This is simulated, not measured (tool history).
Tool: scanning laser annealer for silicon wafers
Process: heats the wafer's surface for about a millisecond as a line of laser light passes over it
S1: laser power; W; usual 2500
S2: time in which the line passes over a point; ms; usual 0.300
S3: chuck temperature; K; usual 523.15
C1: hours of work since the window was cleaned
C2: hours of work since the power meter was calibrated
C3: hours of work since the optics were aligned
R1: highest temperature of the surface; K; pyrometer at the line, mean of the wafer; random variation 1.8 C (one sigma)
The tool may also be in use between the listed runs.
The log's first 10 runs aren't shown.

run,hour,S1,S2,S3,C1,C2,C3,R1
11,112.3,2500,0.300,523.15,175,292,53,1248.15
12,125.3,2500,0.300,523.15,183,300,60,1244.15
13,134.2,2500,0.300,563.15,188,305,66,1290.15
14,143.6,2500,0.300,523.15,194,311,71,1248.15
15,158.0,2500,0.300,523.15,202,319,80,1240.15
16,170.6,2500,0.300,539.15,210,327,87,1259.15
17,181.6,2500,0.300,539.15,216,333,93,1259.15
18,193.3,2500,0.300,539.15,223,340,100,1260.15
19,205.0,2500,0.300,539.15,230,347,107,1257.15
20,212.9,2645,0.300,556.15,235,352,112,1325.15
21,225.4,2500,0.261,512.15,242,359,119,1189.15
22,236.3,2500,0.261,512.15,248,365,126,1186.15
23,243.0,2606,0.328,562.15,252,369,130,1349.15
24,250.3,2705,0.300,524.15,257,374,134,1314.15
25,257.2,2172,0.300,547.15,261,378,138,1145.15
26,272.9,2500,0.248,523.15,270,387,147,1179.15
27,285.9,2380,0.247,523.15,278,395,155,1139.15
28,300.7,2500,0.227,546.15,286,403,164,1174.15
29,314.3,2500,0.227,546.15,294,411,172,1174.15
30,321.2,2733,0.284,511.15,298,415,176,1288.15
31,329.2,2159,0.300,523.15,303,420,180,1114.15
32,343.7,2258,0.300,534.15,312,429,189,1157.15
33,351.3,2258,0.238,529.15,316,433,194,1089.15
34,365.6,2258,0.238,529.15,325,442,202,1092.15
35,376.7,2258,0.238,529.15,331,448,208,1095.15

4 ways to go on from here, each from the tool as it stands after run 35. What would each give?
A,391.7,2164,0.214,488.15,340,457,217,?
B,391.7,2258,0.267,525.15,340,457,217,?
C,391.7,2664,0.221,528.15,340,457,217,?
D,391.7,2425,0.238,529.15,340,457,217,?

run,R1
A,996.15
B,1114.15
C,1199.15
D,1146.15
Without the tool's hidden state the same runs would have given:
run,R1
A,1018.15
B,1140.15
C,1229.15
D,1174.15
